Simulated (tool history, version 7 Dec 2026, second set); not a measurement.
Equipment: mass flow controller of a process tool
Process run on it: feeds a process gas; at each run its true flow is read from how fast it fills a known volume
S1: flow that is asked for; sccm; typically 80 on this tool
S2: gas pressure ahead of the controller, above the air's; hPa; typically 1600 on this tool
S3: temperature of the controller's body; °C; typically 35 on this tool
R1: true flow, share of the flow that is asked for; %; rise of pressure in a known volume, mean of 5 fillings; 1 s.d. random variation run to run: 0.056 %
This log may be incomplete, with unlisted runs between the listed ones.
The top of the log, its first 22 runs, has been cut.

run 23 hour=4658.3 | S1=29 S2=1410 S3=27 | R1=97.73
run 24 hour=4775.6 | S1=30 S2=1600 S3=21 | R1=98.45
run 25 hour=5026.6 | S1=45 S2=1600 S3=29 | R1=97.89
run 26 hour=5266.9 | S1=43 S2=2550 S3=35 | R1=97.98
run 27 hour=5482.2 | S1=49 S2=1600 S3=34 | R1=97.32
run 28 hour=5709.8 | S1=49 S2=1600 S3=34 | R1=97.39
run 29 hour=5964.7 | S1=49 S2=1750 S3=22 | R1=98.72
run 30 hour=6204.5 | S1=39 S2=1600 S3=35 | R1=97.21
run 31 hour=6356.1 | S1=80 S2=2030 S3=28 | R1=98.77
run 32 hour=6586.1 | S1=16 S2=1600 S3=28 | R1=98.86
run 33 hour=6752.8 | S1=16 S2=1600 S3=28 | R1=98.92
run 34 hour=6869.8 | S1=92 S2=1600 S3=28 | R1=98.66

What does the tool deliver on the next run?
run 35 hour=7082.3 | S1=92 S2=1600 S3=28 | R1=?

R1: 98.67 %
If the tool had no hidden condition, the same run with the same run-to-run variation would have returned R1 99.24 %.
